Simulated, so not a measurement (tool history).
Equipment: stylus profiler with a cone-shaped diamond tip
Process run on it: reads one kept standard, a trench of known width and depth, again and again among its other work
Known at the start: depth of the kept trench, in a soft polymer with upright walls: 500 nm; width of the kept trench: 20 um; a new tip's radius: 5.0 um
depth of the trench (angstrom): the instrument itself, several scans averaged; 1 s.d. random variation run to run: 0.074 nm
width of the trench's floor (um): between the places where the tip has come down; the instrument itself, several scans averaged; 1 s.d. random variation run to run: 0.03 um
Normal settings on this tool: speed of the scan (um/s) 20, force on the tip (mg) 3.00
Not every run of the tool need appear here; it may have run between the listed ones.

run   hour  speed of the scan (um/s)  force on the tip (mg)  depth of the trench (angstrom)  width of the trench's floor (um)
  1    0.0                        20                   3.00                          5047.2                             15.50
  2   64.7                        20                   3.00                          5048.0                             15.50
  3  117.8                        20                   3.00                          5048.0                             15.54
  4  184.5                        20                   3.00                          5047.4                             15.54
  5  255.7                        20                   1.68                          5032.2                             15.49
  6  307.8                        20                   1.68                          5032.8                             15.45
  7  363.0                        20                   4.00                          5055.4                             15.50
  8  414.6                        12                   7.98                          5089.0                             15.59
  9  458.3                        12                   7.98                          5090.8                             15.59
 10  495.6                        12                   7.98                          5089.8                             15.58
 11  557.4                        12                   7.98                          5090.7                             15.58

Run 12, settings as shown, results not yet in. Your forecast:
 12  590.4                        33                   5.87                               ?                                 ?

depth of the trench (angstrom): 5073.5
width of the trench's floor (um): 15.52
On a tool with no hidden condition, and with the same random variation, this run would have come out at depth of the trench (angstrom) 5073.5, width of the trench's floor (um) 15.52.
